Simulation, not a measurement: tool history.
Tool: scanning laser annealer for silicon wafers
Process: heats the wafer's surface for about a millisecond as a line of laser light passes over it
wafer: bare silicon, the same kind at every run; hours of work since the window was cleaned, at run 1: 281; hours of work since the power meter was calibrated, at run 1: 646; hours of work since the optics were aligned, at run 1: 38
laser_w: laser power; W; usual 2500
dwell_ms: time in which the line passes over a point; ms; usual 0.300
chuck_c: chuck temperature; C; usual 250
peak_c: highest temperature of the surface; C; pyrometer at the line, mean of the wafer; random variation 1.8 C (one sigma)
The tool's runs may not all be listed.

run     day  laser_w  dwell_ms  chuck_c  hours of work since the window was cleaned  hours of work since the power meter was calibrated  hours of work since the optics were aligned  peak_c
  1   0.000     2500     0.300      250                                         281                                                 646                                           38    1060
  2   0.629     2500     0.300      250                                         292                                                 657                                           49    1061
  3   1.604     2500     0.219      250                                         309                                                 674                                           66     958
  4   2.312     2500     0.300      250                                         321                                                 686                                           78    1058
  5   2.992     2500     0.300      250                                         333                                                 698                                           90    1057
  6   4.229     2500     0.300      250                                         354                                                 719                                          112    1057
  7   5.233     2500     0.300      250                                         372                                                 737                                          129    1056
  8   6.288     2500     0.300      250                                         390                                                 755                                          147    1054
  9   7.254     2500     0.300      250                                         407                                                 772                                          164    1057
 10   7.871     2500     0.300      250                                         418                                                 783                                          175    1056
 11   9.021     2500     0.257      250                                         438                                                 803                                          195    1003
 12   9.646     2500     0.257      250                                         449                                                 813                                          206     999
 13  10.908     2500     0.257      250                                         471                                                 835                                          228     999
 14  11.621     2610     0.300      250                                         483                                                 848                                          240    1088
 15  12.879     2500     0.300      250                                         505                                                 870                                          262    1047
 16  13.725     2500     0.300      216                                         520                                                 884                                          277    1017
 17  14.500     2500     0.300      216                                         533                                                 898                                          290    1015
 18  15.538     2500     0.300      257                                         551                                                 916                                          308    1056
     15.733  -- laser's power meter calibrated
 19  16.350     2500     0.300      257                                         563                                                  11                                          320    1050
 20  16.967     2435     0.300      250                                         574                                                  21                                          331    1018
 21  18.075     2382     0.256      250                                         593                                                  41                                          350     950
 22  18.808     2125     0.334      250                                         606                                                  54                                          363     933
     19.954  -- laser's power meter calibrated, once more
 23  20.108     2125     0.334      225                                         626                                                   3                                          384     912
 24  21.054     2361     0.307      250                                         643                                                  19                                          400    1001
     22.088  -- window over the wafer cleaned
 25  22.404     2361     0.307      250                                           5                                                  41                                          422    1023
 26  23.229     2361     0.307      250                                          20                                                  56                                          437    1027
 27  24.471     2500     0.300      261                                          41                                                  77                                          458    1077
 28  25.475     2657     0.300      272                                          59                                                  95                                          476    1150
 29  26.096     2657     0.300      272                                          70                                                 105                                          486    1152
 30  27.079     2309     0.339      268                                          87                                                 123                                          504    1047
 31  27.792     2309     0.339      268                                          99                                                 135                                          516    1049
 32  28.767     2309     0.339      268                                         116                                                 152                                          533    1049
 33  29.483     2356     0.259      258                                         129                                                 164                                          545     965
 34  30.608     2356     0.259      258                                         148                                                 184                                          565     967
 35  31.308     2356     0.259      258                                         160                                                 196                                          577     966
 36  31.829     2356     0.336      239                                         170                                                 205                                          586    1029
 37  32.417     2356     0.336      239                                         180                                                 215                                          596    1031
 38  33.258     2281     0.266      277                                         194                                                 230                                          611     966
 39  34.300     2281     0.266      277                                         213                                                 248                                          629     964
 40  35.517     2588     0.245      250                                         234                                                 269                                          650    1018

How the hidden state differs across the entries between the runs, from the last listed run before each to the first after it:
Between runs 18 and 19: laser's power meter calibrated (day 15.733)
  light that passes the window, % of a clean one's: 97.53 -> 97.48; laser's true power over the reading, %: -0.19 -> -0.25; width of the line over the set one, %: 0.59 -> 0.61
  measured less the result without the state, peak_c: -29 -> -30 C
Between runs 22 and 23: laser's power meter calibrated, once more (day 19.954)
  light that passes the window, % of a clean one's: 97.29 -> 97.21; laser's true power over the reading, %: -0.26 -> 0.19; width of the line over the set one, %: 0.69 -> 0.72
  measured less the result without the state, peak_c: -28 -> -26 C
Between runs 24 and 25: window over the wafer cleaned (day 22.088)
  light that passes the window, % of a clean one's: 97.13 -> 99.56; laser's true power over the reading, %: 0.19 -> 0.18; width of the line over the set one, %: 0.75 -> 0.79
  measured less the result without the state, peak_c: -29 -> -7 C
